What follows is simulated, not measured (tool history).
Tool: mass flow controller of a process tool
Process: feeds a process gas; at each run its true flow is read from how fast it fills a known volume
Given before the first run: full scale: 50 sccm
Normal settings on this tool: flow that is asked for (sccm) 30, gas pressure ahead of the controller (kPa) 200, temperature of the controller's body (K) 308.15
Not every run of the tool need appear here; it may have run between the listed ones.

run,day,flow that is asked for (sccm),gas pressure ahead of the controller (kPa),temperature of the controller's body (K),true flow (%)
1,0,30,200,308.15,99.05
2,7.229,30,200,308.15,99.06
3,13.342,30,232,308.15,99.17
4,21.071,30,232,308.15,99.16
5,31.333,30,232,308.15,99.37
6,36.258,30,232,308.15,99.26
7,44.212,30,200,308.15,99.1
8,52.938,30,200,308.15,99.07
9,61.162,13,200,308.15,99.27
10,66.533,30,200,308.15,99.16
11,74.446,30,154,308.15,98.72
12,84.062,30,154,308.15,98.76
13,94.333,7,176,303.15,100.45
14,102.158,7,176,305.15,100.39
# day 103.142: controller's zero set anew
15,111.033,12,257,308.15,100.83
16,115.917,14,226,303.15,100.72
17,121.142,14,226,303.15,100.78
18,127.883,39,270,308.15,100.37
# day 133.379: controller's zero set anew, once more
19,136.196,10,244,298.15,98.81
20,144.421,10,244,298.15,98.88
21,153.379,32,244,298.15,99.52
22,163.067,32,185,298.15,99.24
23,168.746,13,178,311.15,97.73

How would selected steps in true flow (%) from run to run divide? Give the signed amount a tool lacking its hidden state would still show from settings, what came in and random variation, and the signed amount left for the hidden state, including any gauge scatter that is not in both of the compared results.
What the log doesn't record here: flow at rest that the sensor doesn't see, % of full scale; true flow over the shown one, %; drift of the gauge itself on true_pct, %.
Run 12 -> 13: flow that is asked for (sccm) 30 -> 7, gas pressure ahead of the controller (kPa) 154 -> 176, temperature of the controller's body (K) 308.15 -> 303.15. true flow (%) +1.69: hidden state +2.06, all else -0.37.
Run 17 -> 18: flow that is asked for (sccm) 14 -> 39, gas pressure ahead of the controller (kPa) 226 -> 270, temperature of the controller's body (K) 303.15 -> 308.15. true flow (%) -0.41: hidden state -1.45, all else +1.04.
Run 18 -> 19: flow that is asked for (sccm) 39 -> 10, gas pressure ahead of the controller (kPa) 270 -> 244, temperature of the controller's body (K) 308.15 -> 298.15, controller's zero set anew, once more. true flow (%) -1.56: hidden state -0.75, all else -0.81.
